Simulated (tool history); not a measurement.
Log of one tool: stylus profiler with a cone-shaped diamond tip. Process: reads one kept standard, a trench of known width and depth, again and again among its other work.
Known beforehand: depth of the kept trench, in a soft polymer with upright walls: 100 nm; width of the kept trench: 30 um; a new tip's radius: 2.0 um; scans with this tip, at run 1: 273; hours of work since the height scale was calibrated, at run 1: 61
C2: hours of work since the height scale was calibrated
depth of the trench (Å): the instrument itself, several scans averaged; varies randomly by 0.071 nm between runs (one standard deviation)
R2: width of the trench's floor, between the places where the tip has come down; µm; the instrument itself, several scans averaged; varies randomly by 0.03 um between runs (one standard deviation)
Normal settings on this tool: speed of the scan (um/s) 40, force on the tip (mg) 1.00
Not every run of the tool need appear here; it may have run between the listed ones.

run 1 hour=0.0 | speed_of_the_scan_(um/s)=40 force_on_the_tip_(mg)=1.00 | scans_with_this_tip=273 C2=61 | depth_of_the_trench_(Å)=1003.6 R2=28.38
run 2 hour=33.5 | speed_of_the_scan_(um/s)=40 force_on_the_tip_(mg)=1.00 | scans_with_this_tip=385 C2=85 | depth_of_the_trench_(Å)=1005.0 R2=28.37
run 3 hour=77.5 | speed_of_the_scan_(um/s)=36 force_on_the_tip_(mg)=1.00 | scans_with_this_tip=531 C2=118 | depth_of_the_trench_(Å)=1004.9 R2=28.38
run 4 hour=98.6 | speed_of_the_scan_(um/s)=40 force_on_the_tip_(mg)=1.34 | scans_with_this_tip=601 C2=133 | depth_of_the_trench_(Å)=1006.9 R2=28.39
run 5 hour=135.0 | speed_of_the_scan_(um/s)=40 force_on_the_tip_(mg)=1.34 | scans_with_this_tip=722 C2=160 | depth_of_the_trench_(Å)=1005.1 R2=28.41
run 6 hour=176.0 | speed_of_the_scan_(um/s)=40 force_on_the_tip_(mg)=1.34 | scans_with_this_tip=859 C2=190 | depth_of_the_trench_(Å)=1005.7 R2=28.39
run 7 hour=209.8 | speed_of_the_scan_(um/s)=40 force_on_the_tip_(mg)=2.10 | scans_with_this_tip=971 C2=215 | depth_of_the_trench_(Å)=1006.9 R2=28.49
run 8 hour=255.6 | speed_of_the_scan_(um/s)=40 force_on_the_tip_(mg)=2.48 | scans_with_this_tip=1124 C2=249 | depth_of_the_trench_(Å)=1007.1 R2=28.52
run 9 hour=287.5 | speed_of_the_scan_(um/s)=28 force_on_the_tip_(mg)=1.00 | scans_with_this_tip=1230 C2=273 | depth_of_the_trench_(Å)=1004.2 R2=28.46
run 10 hour=328.9 | speed_of_the_scan_(um/s)=28 force_on_the_tip_(mg)=1.00 | scans_with_this_tip=1368 C2=303 | depth_of_the_trench_(Å)=1005.2 R2=28.48
run 11 hour=361.8 | speed_of_the_scan_(um/s)=15 force_on_the_tip_(mg)=1.00 | scans_with_this_tip=1477 C2=327 | depth_of_the_trench_(Å)=1005.2 R2=28.67
run 12 hour=394.9 | speed_of_the_scan_(um/s)=15 force_on_the_tip_(mg)=1.00 | scans_with_this_tip=1587 C2=352 | depth_of_the_trench_(Å)=1004.9 R2=28.60
run 13 hour=438.1 | speed_of_the_scan_(um/s)=15 force_on_the_tip_(mg)=1.00 | scans_with_this_tip=1731 C2=384 | depth_of_the_trench_(Å)=1004.4 R2=28.57
run 14 hour=489.7 | speed_of_the_scan_(um/s)=15 force_on_the_tip_(mg)=1.00 | scans_with_this_tip=1903 C2=422 | depth_of_the_trench_(Å)=1002.6 R2=28.59
run 15 hour=516.3 | speed_of_the_scan_(um/s)=102 force_on_the_tip_(mg)=1.00 | scans_with_this_tip=1991 C2=441 | depth_of_the_trench_(Å)=1003.9 R2=27.78
run 16 hour=553.9 | speed_of_the_scan_(um/s)=40 force_on_the_tip_(mg)=1.00 | scans_with_this_tip=2117 C2=469 | depth_of_the_trench_(Å)=1004.8 R2=28.35
run 17 hour=583.2 | speed_of_the_scan_(um/s)=12 force_on_the_tip_(mg)=1.00 | scans_with_this_tip=2214 C2=491 | depth_of_the_trench_(Å)=1002.5 R2=28.64
run 18 hour=625.7 | speed_of_the_scan_(um/s)=40 force_on_the_tip_(mg)=1.00 | scans_with_this_tip=2355 C2=522 | depth_of_the_trench_(Å)=1004.6 R2=28.36
run 19 hour=647.2 | speed_of_the_scan_(um/s)=108 force_on_the_tip_(mg)=1.76 | scans_with_this_tip=2427 C2=538 | depth_of_the_trench_(Å)=1006.2 R2=27.94
run 20 hour=679.3 | speed_of_the_scan_(um/s)=108 force_on_the_tip_(mg)=1.76 | scans_with_this_tip=2534 C2=562 | depth_of_the_trench_(Å)=1006.7 R2=27.92
run 21 hour=711.8 | speed_of_the_scan_(um/s)=108 force_on_the_tip_(mg)=1.76 | scans_with_this_tip=2642 C2=586 | depth_of_the_trench_(Å)=1007.4 R2=27.94
run 22 hour=747.1 | speed_of_the_scan_(um/s)=108 force_on_the_tip_(mg)=1.76 | scans_with_this_tip=2759 C2=612 | depth_of_the_trench_(Å)=1004.9 R2=27.97
run 23 hour=774.8 | speed_of_the_scan_(um/s)=108 force_on_the_tip_(mg)=1.76 | scans_with_this_tip=2852 C2=632 | depth_of_the_trench_(Å)=1006.1 R2=27.95
run 24 hour=824.1 | speed_of_the_scan_(um/s)=130 force_on_the_tip_(mg)=0.39 | scans_with_this_tip=3016 C2=669 | depth_of_the_trench_(Å)=1002.5 R2=26.70
run 25 hour=861.9 | speed_of_the_scan_(um/s)=12 force_on_the_tip_(mg)=1.29 | scans_with_this_tip=3142 C2=696 | depth_of_the_trench_(Å)=1004.9 R2=28.63
run 26 hour=903.4 | speed_of_the_scan_(um/s)=37 force_on_the_tip_(mg)=0.48 | scans_with_this_tip=3280 C2=727 | depth_of_the_trench_(Å)=1003.5 R2=28.19
run 27 hour=945.2 | speed_of_the_scan_(um/s)=37 force_on_the_tip_(mg)=0.48 | scans_with_this_tip=3419 C2=758 | depth_of_the_trench_(Å)=1002.1 R2=28.22
run 28 hour=994.4 | speed_of_the_scan_(um/s)=39 force_on_the_tip_(mg)=0.53 | scans_with_this_tip=3583 C2=794 | depth_of_the_trench_(Å)=1002.9 R2=28.18
run 29 hour=1038.8 | speed_of_the_scan_(um/s)=33 force_on_the_tip_(mg)=0.49 | scans_with_this_tip=3730 C2=827 | depth_of_the_trench_(Å)=1003.0 R2=28.29
run 30 hour=1072.4 | speed_of_the_scan_(um/s)=33 force_on_the_tip_(mg)=0.49 | scans_with_this_tip=3842 C2=852 | depth_of_the_trench_(Å)=1002.1 R2=28.31
run 31 hour=1121.3 | speed_of_the_scan_(um/s)=33 force_on_the_tip_(mg)=0.49 | scans_with_this_tip=4005 C2=888 | depth_of_the_trench_(Å)=1002.9 R2=28.24
run 32 hour=1143.7 | speed_of_the_scan_(um/s)=106 force_on_the_tip_(mg)=0.64 | scans_with_this_tip=4079 C2=904 | depth_of_the_trench_(Å)=1003.4 R2=27.41
run 33 hour=1184.6 | speed_of_the_scan_(um/s)=106 force_on_the_tip_(mg)=0.43 | scans_with_this_tip=4215 C2=935 | depth_of_the_trench_(Å)=1002.2 R2=27.15
run 34 hour=1221.7 | speed_of_the_scan_(um/s)=52 force_on_the_tip_(mg)=2.89 | scans_with_this_tip=4339 C2=962 | depth_of_the_trench_(Å)=1008.2 R2=28.44
run 35 hour=1252.7 | speed_of_the_scan_(um/s)=27 force_on_the_tip_(mg)=2.50 | scans_with_this_tip=4442 C2=985 | depth_of_the_trench_(Å)=1007.2 R2=28.59

Forecast each of these 3 alternatives for the next run:
run A hour=1288.5 | speed_of_the_scan_(um/s)=66 force_on_the_tip_(mg)=0.46 | scans_with_this_tip=4561 C2=1011 | depth_of_the_trench_(Å)=? R2=?
run B hour=1288.5 | speed_of_the_scan_(um/s)=40 force_on_the_tip_(mg)=0.71 | scans_with_this_tip=4561 C2=1011 | depth_of_the_trench_(Å)=? R2=?
run C hour=1288.5 | speed_of_the_scan_(um/s)=127 force_on_the_tip_(mg)=0.38 | scans_with_this_tip=4561 C2=1011 | depth_of_the_trench_(Å)=? R2=?

run=A depth_of_the_trench_(Å)=1001.6 R2=27.80
run=B depth_of_the_trench_(Å)=1001.3 R2=28.24
run=C depth_of_the_trench_(Å)=1002.4 R2=26.74
The same runs, with their run-to-run variation unchanged, on a tool lacking any hidden condition would have given:
run=A depth_of_the_trench_(Å)=1001.7 R2=27.80
run=B depth_of_the_trench_(Å)=1001.4 R2=28.25
run=C depth_of_the_trench_(Å)=1002.5 R2=26.75
